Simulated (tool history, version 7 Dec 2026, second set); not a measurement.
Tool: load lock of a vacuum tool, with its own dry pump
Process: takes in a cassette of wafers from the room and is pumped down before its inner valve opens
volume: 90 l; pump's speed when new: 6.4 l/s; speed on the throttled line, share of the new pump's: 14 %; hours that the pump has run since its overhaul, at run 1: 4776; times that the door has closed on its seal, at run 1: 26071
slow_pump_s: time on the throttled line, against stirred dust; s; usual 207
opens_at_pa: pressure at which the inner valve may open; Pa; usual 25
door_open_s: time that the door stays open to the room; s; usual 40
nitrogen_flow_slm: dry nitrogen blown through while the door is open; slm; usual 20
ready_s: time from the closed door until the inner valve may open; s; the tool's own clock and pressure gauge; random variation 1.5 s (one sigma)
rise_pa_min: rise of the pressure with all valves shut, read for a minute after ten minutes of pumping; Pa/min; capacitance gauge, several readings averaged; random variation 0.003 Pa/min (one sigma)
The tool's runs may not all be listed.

run    hour  slow_pump_s  opens_at_pa  door_open_s  nitrogen_flow_slm  hours that the pump has run since its overhaul  times that the door has closed on its seal  incoming humidity of the room's air, %  ready_s  rise_pa_min
  1       0          207           25           40                 20                                            4776                                       26071                                    44.1    299.3        0.228
  2   124.2          207           26           40                 20                                            4900                                       26629                                    45.3    297.3        0.234
  3     227          207           26          201                 20                                            5003                                       27090                                    46.2    297.3        0.253
  4   323.5          207           26          201                 20                                            5099                                       27523                                    50.1    299.6        0.264
  5   387.1          207           26          201                 20                                            5163                                       27809                                    46.5    295.8        0.262
  6   494.1          149           25           40                 20                                            5270                                       28289                                    41.2      249         0.25
  7   578.9          149           25           40                 20                                            5355                                       28670                                      45    250.3        0.247
  8   664.1          149           25           40                 20                                            5440                                       29052                                    46.6    251.4        0.258
  9   758.1          149           25           40                 12                                            5534                                       29474                                    41.3    248.5        0.264
 10   819.9          149           25          167                 12                                            5596                                       29751                                    46.6    251.8        0.299
 11   886.9          149           25          167                 12                                            5663                                       30052                                    43.4    250.8        0.295
 12   976.8          207           25          133                 36                                            5753                                       30455                                    44.2    300.4        0.277
 13  1098.9          113           42          133                 36                                            5875                                       31003                                    46.5    211.2        0.287
 14  1155.1          207           28           40                 25                                            5931                                       31255                                    46.7    297.9        0.293
 15    1268          380           38          104                 41                                            6044                                       31762                                    45.8    440.5        0.298

Run 16 comes next. What will it give?
 16  1324.1          207           20           40                 20                                            6100                                       32013                                    42.4        ?            ?

{"run 16": {"ready_s": 300.8, "rise_pa_min": 0.3}}
Without the tool's hidden state the same run would have given ready_s 298.2 s, rise_pa_min 0.016 Pa/min.
